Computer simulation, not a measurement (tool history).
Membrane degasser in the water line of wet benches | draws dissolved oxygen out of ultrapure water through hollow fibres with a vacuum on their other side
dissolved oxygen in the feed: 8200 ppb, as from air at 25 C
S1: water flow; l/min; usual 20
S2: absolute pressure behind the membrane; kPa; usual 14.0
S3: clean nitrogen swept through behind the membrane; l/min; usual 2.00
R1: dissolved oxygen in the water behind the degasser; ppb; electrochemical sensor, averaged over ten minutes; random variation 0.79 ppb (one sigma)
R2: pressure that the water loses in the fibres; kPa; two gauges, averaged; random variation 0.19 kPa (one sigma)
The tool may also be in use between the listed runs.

run 1 hour=0.0 | S1=20 S2=14.0 S3=2.00 | R1=255.0 R2=65.80
run 2 hour=237.8 | S1=20 S2=14.0 S3=2.00 | R1=253.6 R2=65.72
run 3 hour=396.5 | S1=20 S2=14.0 S3=2.00 | R1=254.2 R2=65.84
run 4 hour=687.8 | S1=20 S2=14.0 S3=4.82 | R1=114.8 R2=65.54
run 5 hour=834.6 | S1=20 S2=14.0 S3=2.00 | R1=253.8 R2=65.59
run 6 hour=1108.1 | S1=20 S2=14.0 S3=2.00 | R1=253.8 R2=65.76
run 7 hour=1302.8 | S1=20 S2=14.0 S3=2.00 | R1=255.1 R2=65.65
run 8 hour=1447.7 | S1=20 S2=14.0 S3=2.00 | R1=254.3 R2=65.46
run 9 hour=1648.4 | S1=20 S2=14.0 S3=2.00 | R1=256.5 R2=66.05
run 10 hour=1972.5 | S1=20 S2=14.0 S3=2.00 | R1=255.1 R2=65.62
run 11 hour=2112.1 | S1=32 S2=14.0 S3=2.00 | R1=425.7 R2=104.98
-- hour=2227.3 seals of the vacuum lines changed
run 12 hour=2342.0 | S1=20 S2=30.1 S3=2.00 | R1=599.8 R2=65.70
run 13 hour=2499.5 | S1=13 S2=30.1 S3=2.00 | R1=403.1 R2=42.52
run 14 hour=2803.4 | S1=13 S2=30.1 S3=2.00 | R1=405.0 R2=42.85
run 15 hour=3003.3 | S1=12 S2=17.9 S3=2.00 | R1=209.8 R2=39.31
run 16 hour=3232.5 | S1=12 S2=17.9 S3=2.00 | R1=210.4 R2=39.34
run 17 hour=3423.0 | S1=25 S2=30.1 S3=4.56 | R1=361.6 R2=81.69
run 18 hour=3721.3 | S1=19 S2=11.3 S3=1.08 | R1=316.0 R2=62.13
run 19 hour=3905.9 | S1=14 S2=11.1 S3=1.08 | R1=233.7 R2=45.66
run 20 hour=4080.1 | S1=14 S2=11.1 S3=1.08 | R1=232.9 R2=45.54
run 21 hour=4229.7 | S1=18 S2=16.3 S3=0.82 | R1=598.4 R2=58.64
run 22 hour=4421.9 | S1=16 S2=32.9 S3=1.48 | R1=694.2 R2=52.27
run 23 hour=4606.2 | S1=30 S2=31.2 S3=2.27 | R1=817.0 R2=97.92
run 24 hour=4777.0 | S1=26 S2=8.9 S3=1.49 | R1=241.0 R2=84.74
run 25 hour=5067.8 | S1=26 S2=8.9 S3=1.49 | R1=241.0 R2=85.14
run 26 hour=5352.5 | S1=26 S2=8.9 S3=1.49 | R1=240.0 R2=84.15
run 27 hour=5550.6 | S1=28 S2=9.1 S3=1.49 | R1=270.6 R2=90.80

Forecast each of these 5 alternatives for the next run:
run A hour=5853.3 | S1=28 S2=17.4 S3=1.87 | R1=? R2=?
run B hour=5853.3 | S1=26 S2=14.0 S3=1.99 | R1=? R2=?
run C hour=5853.3 | S1=20 S2=14.0 S3=1.91 | R1=? R2=?
run D hour=5853.3 | S1=20 S2=23.7 S3=1.07 | R1=? R2=?
run E hour=5853.3 | S1=20 S2=9.1 S3=1.49 | R1=? R2=?

run=A R1=491.4 R2=91.12
run=B R1=337.0 R2=84.23
run=C R1=265.3 R2=65.26
run=D R1=791.1 R2=64.85
run=E R1=187.5 R2=64.94
Without the tool's hidden state the same runs would have given:
run=A R1=490.9 R2=92.42
run=B R1=336.6 R2=85.43
run=C R1=265.0 R2=66.19
run=D R1=790.7 R2=65.77
run=E R1=187.2 R2=65.87
